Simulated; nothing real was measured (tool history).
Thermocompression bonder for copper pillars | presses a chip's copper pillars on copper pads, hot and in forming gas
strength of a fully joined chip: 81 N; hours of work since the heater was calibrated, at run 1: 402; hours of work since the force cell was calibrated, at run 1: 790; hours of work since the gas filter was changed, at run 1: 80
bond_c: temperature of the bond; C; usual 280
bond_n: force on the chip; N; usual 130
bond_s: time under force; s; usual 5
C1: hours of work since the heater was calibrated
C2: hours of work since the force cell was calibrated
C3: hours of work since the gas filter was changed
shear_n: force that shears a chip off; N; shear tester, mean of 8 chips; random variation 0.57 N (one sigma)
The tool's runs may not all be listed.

Run 1, day 0.000: usual settings; C1 402; C2 790; C3 80. Result: shear_n 50.0 N.
Run 2, day 1.704: usual settings; C1 420; C2 808; C3 98. Result: shear_n 49.7 N.
Run 3, day 3.125: usual settings but bond_n 118 N; C1 436; C2 824; C3 114. Result: shear_n 46.7 N.
At day 3.483: forming gas filter changed.
Run 4, day 5.258: usual settings but bond_n 118 N; C1 458; C2 846; C3 19. Result: shear_n 49.1 N.
Run 5, day 6.683: usual settings but bond_n 118 N; C1 474; C2 862; C3 34. Result: shear_n 48.4 N.
Run 6, day 8.796: usual settings but bond_s 3 s; C1 496; C2 884; C3 57. Result: shear_n 43.7 N.
Run 7, day 10.929: usual settings; C1 519; C2 907; C3 80. Result: shear_n 50.3 N.
Run 8, day 12.842: usual settings; C1 540; C2 928; C3 101. Result: shear_n 48.3 N.
At day 14.433: forming gas filter changed.
Run 9, day 15.354: usual settings; C1 567; C2 955; C3 10. Result: shear_n 52.1 N.
Run 10, day 16.733: usual settings; C1 582; C2 970; C3 25. Result: shear_n 50.8 N.
Run 11, day 19.208: usual settings but bond_n 119 N; C1 609; C2 997; C3 51. Result: shear_n 48.2 N.
Run 12, day 21.138: usual settings but bond_n 119 N; C1 629; C2 1017; C3 72. Result: shear_n 47.7 N.
Run 13, day 23.208: usual settings but bond_n 119 N; C1 652; C2 1040; C3 95. Result: shear_n 47.0 N.
Run 14, day 25.050: usual settings but bond_n 119 N; C1 671; C2 1059; C3 114. Result: shear_n 47.6 N.
At day 25.412: forming gas filter changed.
Run 15, day 27.504: usual settings but bond_s 14 s; C1 698; C2 1086; C3 23. Result: shear_n 67.5 N.
Run 16, day 29.888: usual settings but bond_c 308 C, bond_n 187 N, bond_s 14 s; C1 723; C2 1111; C3 48. Result: shear_n 76.9 N.
At day 30.179: heater calibrated with a thermocouple chip.
Run 17, day 31.704: usual settings but bond_c 308 C, bond_n 187 N, bond_s 14 s; C1 16; C2 1130; C3 67. Result: shear_n 76.2 N.
Run 18, day 33.692: usual settings but bond_c 306 C, bond_s 7 s; C1 38; C2 1152; C3 88. Result: shear_n 65.6 N.
Run 19, day 34.804: usual settings but bond_c 306 C, bond_s 4 s; C1 50; C2 1164; C3 100. Result: shear_n 57.5 N.
At day 36.412: force cell calibrated.
At day 36.433: forming gas filter changed.
Run 20, day 36.796: usual settings but bond_c 306 C, bond_s 4 s; C1 70; C2 4; C3 4. Result: shear_n 60.5 N.
Run 21, day 37.846: usual settings but bond_c 306 C, bond_n 149 N, bond_s 10 s; C1 82; C2 15; C3 15. Result: shear_n 73.3 N.
Run 22, day 39.183: usual settings but bond_c 274 C, bond_n 102 N, bond_s 7 s; C1 96; C2 30; C3 30. Result: shear_n 47.2 N.
At day 40.546: heater calibrated with a thermocouple chip, once more.
Run 23, day 40.671: usual settings but bond_c 274 C, bond_n 102 N, bond_s 7 s; C1 1; C2 45; C3 45. Result: shear_n 45.0 N.
Run 24, day 42.508: usual settings but bond_c 262 C, bond_n 142 N, bond_s 4 s; C1 21; C2 65; C3 65. Result: shear_n 39.7 N.
Run 25, day 44.388: usual settings but bond_c 262 C, bond_n 142 N, bond_s 4 s; C1 41; C2 85; C3 85. Result: shear_n 40.8 N.
Run 26, day 45.804: usual settings but bond_c 262 C, bond_n 142 N, bond_s 4 s; C1 57; C2 100; C3 100. Result: shear_n 40.7 N.

Hidden state at the last listed run before each entry between runs and at the first one after, where it differs:
Between runs 3 and 4: forming gas filter changed (day 3.483)
  true temperature of the bond over the reading, C: 1.6 -> 1.7; oxide that the forming gas leaves, % of the face: 7.48 -> 1.6
  measured less the result without the state, shear_n: -1.8 -> +1.2 N
Between runs 8 and 9: forming gas filter changed (day 14.433)
  true temperature of the bond over the reading, C: 2 -> 2.1; force that reaches the chip, % of what is set: 103.5 -> 103.6; oxide that the forming gas leaves, % of the face: 6.53 -> 1.36
  measured less the result without the state, shear_n: -1.1 -> +1.6 N
Between runs 14 and 15: forming gas filter changed (day 25.412)
  true temperature of the bond over the reading, C: 2.6 -> 2.7; force that reaches the chip, % of what is set: 104 -> 104.1; oxide that the forming gas leaves, % of the face: 7.76 -> 1.95
  measured less the result without the state, shear_n: -1.3 -> +1.1 N
Between runs 16 and 17: heater calibrated with a thermocouple chip (day 30.179)
  true temperature of the bond over the reading, C: 2.8 -> 4.2; force that reaches the chip, % of what is set: 104.2 -> 104.3; oxide that the forming gas leaves, % of the face: 3.42 -> 4.63
  measured less the result without the state, shear_n: -1.8 -> -2.6 N
Between runs 19 and 20: force cell calibrated (day 36.412); forming gas filter changed (day 36.433)
  true temperature of the bond over the reading, C: 4.3 -> 4.4; force that reaches the chip, % of what is set: 104.4 -> 100.1; oxide that the forming gas leaves, % of the face: 6.68 -> 0.82
  measured less the result without the state, shear_n: -0.9 -> +1.6 N
Between runs 22 and 23: heater calibrated with a thermocouple chip, once more (day 40.546)
  true temperature of the bond over the reading, C: 4.5 -> 0.6; force that reaches the chip, % of what is set: 100.2 -> 100.3; oxide that the forming gas leaves, % of the face: 2.4 -> 3.36
  measured less the result without the state, shear_n: +1.2 -> -1.0 N

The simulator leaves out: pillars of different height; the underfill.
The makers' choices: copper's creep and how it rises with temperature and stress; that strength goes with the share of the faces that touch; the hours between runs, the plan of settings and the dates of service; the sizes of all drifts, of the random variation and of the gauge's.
